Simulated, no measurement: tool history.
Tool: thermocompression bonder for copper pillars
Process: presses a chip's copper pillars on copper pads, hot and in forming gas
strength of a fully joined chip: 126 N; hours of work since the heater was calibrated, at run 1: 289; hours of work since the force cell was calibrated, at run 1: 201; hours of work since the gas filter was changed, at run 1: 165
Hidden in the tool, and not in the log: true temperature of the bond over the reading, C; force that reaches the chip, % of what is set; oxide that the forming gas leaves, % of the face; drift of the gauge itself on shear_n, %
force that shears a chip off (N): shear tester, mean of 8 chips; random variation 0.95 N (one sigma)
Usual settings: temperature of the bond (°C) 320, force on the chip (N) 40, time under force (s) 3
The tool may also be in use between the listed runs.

run,hour,temperature of the bond (°C),force on the chip (N),time under force (s),hours of work since the heater was calibrated,hours of work since the force cell was calibrated,hours of work since the gas filter was changed,force that shears a chip off (N)
1,0,320,40,3,289,201,165,75.7
2,25.5,320,40,3,300,212,176,74.9
3,57.2,320,40,3,313,225,189,75.8
# hour 84.6: forming gas filter changed
4,106.8,320,40,3,333,245,9,80.5
5,152.2,320,40,8,352,264,28,101.2
6,185.8,320,40,8,366,278,42,99.6
7,206,320,40,8,374,286,50,99.9
8,242.4,320,37,3,389,301,65,74
9,274.2,320,37,3,402,314,78,72.9
10,307,347,40,3,416,328,92,97.2
11,353.3,307,40,3,435,347,111,68.8
12,384.7,320,40,2,448,360,124,67.4
13,416,334,40,3,461,373,137,87.2
14,456.7,334,40,3,477,389,153,85.4
15,487.6,320,40,3,490,402,166,75.7
16,508.9,320,34,4,499,411,175,74.1
17,539.6,320,34,4,511,424,188,73.5
# hour 569.8: forming gas filter changed
18,579.9,320,34,4,528,440,4,79.1
19,602.6,320,31,4,537,449,13,73.8
20,643,320,31,4,554,466,30,73
21,673.2,320,31,4,566,478,43,73.9
# hour 677.1: force cell calibrated
22,717.6,321,31,2,584,17,60,55.8
23,749.5,321,31,2,597,30,73,56.9
24,792.1,321,31,2,615,47,91,55.1
25,818,305,30,3,625,58,102,51.7
# hour 839.9: force cell calibrated, once more
26,852.3,331,51,3,639,5,115,99.8
27,897.9,331,51,3,658,24,134,99.8
28,941.1,316,53,2,675,42,152,83.1
29,975.6,338,50,3,690,56,166,102.6

Forecast each of these 3 alternatives for the next run:
A,1023.4,292,40,2,709,76,186,?
B,1023.4,300,30,7,709,76,186,?
C,1023.4,301,33,3,709,76,186,?

run,force that shears a chip off (N)
A,50.6
B,67.3
C,56
Without the tool's hidden state the same runs would have given:
run,force that shears a chip off (N)
A,49.8
B,67.5
C,55.6
